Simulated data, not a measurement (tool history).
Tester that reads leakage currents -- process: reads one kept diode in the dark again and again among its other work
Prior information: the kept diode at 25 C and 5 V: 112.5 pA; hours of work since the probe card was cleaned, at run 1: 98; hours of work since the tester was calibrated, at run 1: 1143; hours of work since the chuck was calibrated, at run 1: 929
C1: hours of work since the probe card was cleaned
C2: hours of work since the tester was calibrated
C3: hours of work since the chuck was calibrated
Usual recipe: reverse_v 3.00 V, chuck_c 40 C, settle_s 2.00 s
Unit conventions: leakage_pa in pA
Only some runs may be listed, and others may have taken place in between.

run 1 hour=0.0 | reverse_v=3.00 chuck_c=40 settle_s=2.00 | C1=98 C2=1143 C3=929 | leakage_pa=398.00
run 2 hour=77.0 | reverse_v=3.00 chuck_c=40 settle_s=2.00 | C1=143 C2=1188 C3=974 | leakage_pa=399.23
run 3 hour=134.6 | reverse_v=3.00 chuck_c=40 settle_s=2.00 | C1=177 C2=1222 C3=1008 | leakage_pa=397.92
run 4 hour=214.1 | reverse_v=3.00 chuck_c=40 settle_s=2.00 | C1=223 C2=1268 C3=1055 | leakage_pa=401.28
-- hour=258.3 chuck's temperature calibrated
run 5 hour=320.1 | reverse_v=3.00 chuck_c=40 settle_s=2.00 | C1=285 C2=1329 C3=36 | leakage_pa=412.84
run 6 hour=450.0 | reverse_v=3.00 chuck_c=40 settle_s=2.00 | C1=361 C2=1406 C3=113 | leakage_pa=417.59
run 7 hour=529.8 | reverse_v=3.00 chuck_c=40 settle_s=2.00 | C1=408 C2=1452 C3=159 | leakage_pa=421.35
run 8 hour=603.0 | reverse_v=3.00 chuck_c=40 settle_s=2.00 | C1=451 C2=1495 C3=202 | leakage_pa=423.66
-- hour=658.6 chuck's temperature calibrated, once more
run 9 hour=686.3 | reverse_v=3.00 chuck_c=40 settle_s=2.00 | C1=498 C2=1543 C3=16 | leakage_pa=359.65
run 10 hour=803.9 | reverse_v=3.00 chuck_c=40 settle_s=2.00 | C1=567 C2=1612 C3=85 | leakage_pa=361.95
run 11 hour=868.4 | reverse_v=3.00 chuck_c=40 settle_s=2.00 | C1=605 C2=1650 C3=123 | leakage_pa=364.88
run 12 hour=977.0 | reverse_v=3.00 chuck_c=40 settle_s=1.12 | C1=669 C2=1714 C3=187 | leakage_pa=366.87
run 13 hour=1090.4 | reverse_v=3.00 chuck_c=40 settle_s=1.12 | C1=736 C2=1780 C3=254 | leakage_pa=368.22
run 14 hour=1191.0 | reverse_v=3.00 chuck_c=40 settle_s=1.12 | C1=795 C2=1839 C3=313 | leakage_pa=373.27
run 15 hour=1312.9 | reverse_v=3.00 chuck_c=34 settle_s=1.49 | C1=866 C2=1911 C3=384 | leakage_pa=225.12
run 16 hour=1410.1 | reverse_v=3.00 chuck_c=40 settle_s=1.27 | C1=923 C2=1968 C3=441 | leakage_pa=378.19
run 17 hour=1526.9 | reverse_v=3.00 chuck_c=40 settle_s=1.27 | C1=992 C2=2037 C3=510 | leakage_pa=380.21
-- hour=1577.9 probe card cleaned and baked
run 18 hour=1643.2 | reverse_v=3.00 chuck_c=40 settle_s=1.27 | C1=38 C2=2103 C3=576 | leakage_pa=378.80
run 19 hour=1719.1 | reverse_v=2.53 chuck_c=51 settle_s=0.83 | C1=83 C2=2148 C3=621 | leakage_pa=877.95
run 20 hour=1815.4 | reverse_v=2.53 chuck_c=51 settle_s=0.35 | C1=139 C2=2204 C3=677 | leakage_pa=884.48
run 21 hour=1883.6 | reverse_v=2.53 chuck_c=51 settle_s=0.35 | C1=180 C2=2244 C3=718 | leakage_pa=888.97

Pick out some run-to-run changes in leakage_pa. Of each, how much would a tool without hidden state show as well, from the settings, what came in and chance, and how much is left for the hidden state and any gauge scatter not in both results compared?
Hidden state at play: stray current of the dirty probe card, pA a volt; current scale over the true one, %; true chuck temperature over the reading, C; drift of the gauge itself on leakage_pa, %.
Run 8 -> 9: chuck's temperature calibrated, once more. leakage_pa -64.01 pA: hidden state -61.69, all else -2.32.
Run 15 -> 16: chuck_c 34 -> 40, settle_s 1.49 -> 1.27. leakage_pa +153.07 pA: hidden state +7.56, all else +145.51.
Run 18 -> 19: reverse_v 3.00 -> 2.53, chuck_c 40 -> 51, settle_s 1.27 -> 0.83. leakage_pa +499.15 pA: hidden state +26.89, all else +472.26.
